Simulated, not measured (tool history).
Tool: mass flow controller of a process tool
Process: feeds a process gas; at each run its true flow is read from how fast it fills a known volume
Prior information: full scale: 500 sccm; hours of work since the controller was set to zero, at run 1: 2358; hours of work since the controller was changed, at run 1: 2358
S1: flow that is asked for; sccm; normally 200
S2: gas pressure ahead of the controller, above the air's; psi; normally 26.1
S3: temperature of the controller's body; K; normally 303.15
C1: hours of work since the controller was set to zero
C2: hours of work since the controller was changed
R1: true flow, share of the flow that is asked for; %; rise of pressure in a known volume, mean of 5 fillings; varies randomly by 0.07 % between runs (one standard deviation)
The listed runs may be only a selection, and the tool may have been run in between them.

Run 1, hour 0: usual settings; C1 2358; C2 2358. Result: R1 98.95 %.
Run 2, hour 122.1: usual settings; C1 2424; C2 2424. Result: R1 99.01 %.
Run 3, hour 207.6: usual settings; C1 2470; C2 2470. Result: R1 99.1 %.
Run 4, hour 339.3: usual settings but S1 246 sccm; C1 2540; C2 2540. Result: R1 99.36 %.
Run 5, hour 416.6: usual settings but S1 136 sccm; C1 2581; C2 2581. Result: R1 99.13 %.
Run 6, hour 529: usual settings; C1 2642; C2 2642. Result: R1 99.35 %.
Run 7, hour 652.4: usual settings but S2 23.4 psi; C1 2708; C2 2708. Result: R1 99.56 %.
Run 8, hour 763.9: usual settings but S2 23.4 psi; C1 2767; C2 2767. Result: R1 99.69 %.
Run 9, hour 932.2: usual settings but S2 23.4 psi; C1 2857; C2 2857. Result: R1 99.69 %.
Run 10, hour 1058.3: usual settings; C1 2925; C2 2925. Result: R1 99.71 %.
Run 11, hour 1147.3: usual settings; C1 2972; C2 2972. Result: R1 99.85 %.
Run 12, hour 1238.4: usual settings; C1 3021; C2 3021. Result: R1 99.95 %.
Run 13, hour 1349.3: usual settings; C1 3081; C2 3081. Result: R1 99.94 %.
Run 14, hour 1482.4: usual settings; C1 3152; C2 3152. Result: R1 100.11 %.
Run 15, hour 1585.3: usual settings; C1 3207; C2 3207. Result: R1 100.09 %.
Run 16, hour 1682.3: usual settings; C1 3259; C2 3259. Result: R1 100.2 %.
Run 17, hour 1787: usual settings; C1 3315; C2 3315. Result: R1 100.28 %.
Run 18, hour 1878: usual settings; C1 3363; C2 3363. Result: R1 100.32 %.
Run 19, hour 2012.7: usual settings; C1 3436; C2 3436. Result: R1 100.52 %.
Run 20, hour 2086.5: usual settings; C1 3475; C2 3475. Result: R1 100.47 %.
Run 21, hour 2231: usual settings; C1 3552; C2 3552. Result: R1 100.71 %.
Run 22, hour 2305.9: usual settings but S1 68 sccm, S3 295.15 K; C1 3593; C2 3593. Result: R1 101.35 %.
Run 23, hour 2385.1: usual settings but S1 68 sccm, S3 295.15 K; C1 3635; C2 3635. Result: R1 101.49 %.
Run 24, hour 2491.8: usual settings but S1 68 sccm, S3 295.15 K; C1 3692; C2 3692. Result: R1 101.5 %.
Run 25, hour 2628.8: usual settings but S1 68 sccm, S3 295.15 K; C1 3765; C2 3765. Result: R1 101.64 %.
Run 26, hour 2748.4: usual settings but S1 68 sccm, S3 295.15 K; C1 3829; C2 3829. Result: R1 101.79 %.
Run 27, hour 2872.3: usual settings but S2 36.1 psi; C1 3896; C2 3896. Result: R1 100.85 %.
Run 28, hour 3038.3: usual settings but S1 65 sccm, S3 300.15 K; C1 3984; C2 3984. Result: R1 101.29 %.
Run 29, hour 3121.8: usual settings but S1 65 sccm, S3 300.15 K; C1 4029; C2 4029. Result: R1 101.38 %.
Run 30, hour 3270: usual settings but S1 65 sccm, S3 300.15 K; C1 4109; C2 4109. Result: R1 101.42 %.
Run 31, hour 3407.1: usual settings but S1 449 sccm, S2 28.7 psi, S3 298.15 K; C1 4182; C2 4182. Result: R1 102.33 %.
Run 32, hour 3501.5: usual settings but S1 449 sccm, S2 28.7 psi, S3 298.15 K; C1 4232; C2 4232. Result: R1 102.54 %.
At hour 3545.9: gauge calibrated.
Run 33, hour 3596.8: usual settings but S1 449 sccm, S2 28.7 psi, S3 312.15 K; C1 4283; C2 4283. Result: R1 98.37 %.

Below are 5 alternative next runs, each starting from the tool's condition after run 33. Predict each:
Run A, hour 3741.4: usual settings but S1 233 sccm, S2 32.8 psi; C1 4361; C2 4361. Result: R1 ?.
Run B, hour 3741.4: usual settings but S2 34.5 psi; C1 4361; C2 4361. Result: R1 ?.
Run C, hour 3741.4: usual settings but S1 59 sccm, S2 30.7 psi, S3 299.15 K; C1 4361; C2 4361. Result: R1 ?.
Run D, hour 3741.4: usual settings but S1 87 sccm, S3 310.15 K; C1 4361; C2 4361. Result: R1 ?.
Run E, hour 3741.4: usual settings but S1 449 sccm, S2 33.8 psi, S3 301.15 K; C1 4361; C2 4361. Result: R1 ?.

run     R1
  A     99
  B  99.08
  C  99.26
  D  98.21
  E  99.56
The same runs, with their run-to-run variation unchanged, on a tool lacking any hidden condition would have given:
run     R1
  A  98.84
  B  98.93
  C  99.09
  D  98.04
  E  99.41

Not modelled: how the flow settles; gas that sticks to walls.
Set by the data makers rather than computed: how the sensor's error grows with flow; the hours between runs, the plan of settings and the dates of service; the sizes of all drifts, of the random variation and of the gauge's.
